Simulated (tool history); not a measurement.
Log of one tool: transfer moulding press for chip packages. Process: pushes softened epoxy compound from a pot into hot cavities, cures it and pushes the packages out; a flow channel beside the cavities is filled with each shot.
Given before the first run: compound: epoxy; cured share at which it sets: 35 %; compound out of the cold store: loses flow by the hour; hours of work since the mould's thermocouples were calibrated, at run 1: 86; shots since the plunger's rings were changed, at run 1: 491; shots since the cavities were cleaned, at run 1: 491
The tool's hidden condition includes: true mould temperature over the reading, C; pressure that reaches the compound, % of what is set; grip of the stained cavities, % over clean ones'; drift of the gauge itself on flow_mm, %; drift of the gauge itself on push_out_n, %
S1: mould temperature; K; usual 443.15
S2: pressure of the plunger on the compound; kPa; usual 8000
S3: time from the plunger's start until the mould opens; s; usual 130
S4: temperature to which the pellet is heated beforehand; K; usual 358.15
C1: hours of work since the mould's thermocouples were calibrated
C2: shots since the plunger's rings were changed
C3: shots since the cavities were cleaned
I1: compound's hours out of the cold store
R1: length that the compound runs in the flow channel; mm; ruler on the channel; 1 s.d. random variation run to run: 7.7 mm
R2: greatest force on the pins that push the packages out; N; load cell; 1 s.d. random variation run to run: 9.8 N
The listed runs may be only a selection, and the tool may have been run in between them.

Run 1, hour 0: usual settings; C1 86; C2 491; C3 491; I1 14.9. Result: R1 1025 mm, R2 701 N.
Run 2, hour 7.7: usual settings; C1 89; C2 541; C3 541; I1 16.4. Result: R1 1003 mm, R2 731 N.
Run 3, hour 13.3: usual settings; C1 92; C2 576; C3 576; I1 37.1. Result: R1 947 mm, R2 698 N.
Run 4, hour 21.4: usual settings; C1 95; C2 628; C3 628; I1 43.4. Result: R1 931 mm, R2 717 N.
Run 5, hour 25.5: usual settings; C1 97; C2 655; C3 655; I1 13.4. Result: R1 1020 mm, R2 750 N.
At hour 28: mould's thermocouples calibrated.
Run 6, hour 33.2: usual settings; C1 2; C2 692; C3 692; I1 33.8. Result: R1 958 mm, R2 763 N.
Run 7, hour 38.7: usual settings but S2 9590 kPa, S3 122 s; C1 4; C2 727; C3 727; I1 24.9. Result: R1 1064 mm, R2 853 N.
At hour 44.2: mould's thermocouples calibrated, once more.
At hour 48: cavities cleaned with cleaning compound and waxed.
Run 8, hour 51.2: usual settings but S2 9590 kPa, S3 122 s; C1 2; C2 785; C3 20; I1 36.2. Result: R1 1034 mm, R2 486 N.
Run 9, hour 59.5: usual settings but S1 435.15 K, S2 9590 kPa, S3 122 s; C1 6; C2 838; C3 73; I1 19.8. Result: R1 1109 mm, R2 972 N.
Run 10, hour 66: usual settings but S2 7590 kPa, S3 122 s, S4 355.15 K; C1 8; C2 880; C3 115; I1 21.4. Result: R1 950 mm, R2 597 N.
Run 11, hour 74.1: usual settings but S2 7590 kPa, S3 122 s, S4 355.15 K; C1 12; C2 932; C3 167; I1 38.6. Result: R1 913 mm, R2 603 N.
Run 12, hour 80.7: usual settings but S2 7590 kPa, S3 122 s, S4 355.15 K; C1 14; C2 974; C3 209; I1 9.8. Result: R1 976 mm, R2 660 N.

Consider 4 possible next runs. They are alternatives, not a sequence: every one starts from the tool as it was left by run 12. What does each give?
Run A, hour 88.7: usual settings but S1 449.15 K, S2 7590 kPa, S3 122 s, S4 355.15 K; C1 18; C2 1026; C3 261; I1 38.1. Result: R1 ?, R2 ?.
Run B, hour 88.7: usual settings but S1 447.15 K, S2 6640 kPa, S3 122 s, S4 365.15 K; C1 18; C2 1026; C3 261; I1 34.8. Result: R1 ?, R2 ?.
Run C, hour 88.7: usual settings but S1 436.15 K, S2 6820 kPa, S3 166 s; C1 18; C2 1026; C3 261; I1 26.6. Result: R1 ?, R2 ?.
Run D, hour 88.7: usual settings but S1 445.15 K, S2 7590 kPa, S3 161 s, S4 353.15 K; C1 18; C2 1026; C3 261; I1 19.3. Result: R1 ?, R2 ?.

run   R1   R2
  A  902  509
  B  862  547
  C  924  588
  D  954  465
Without the tool's hidden state the same runs would have given:
run   R1   R2
  A  919  381
  B  878  409
  C  942  442
  D  972  348
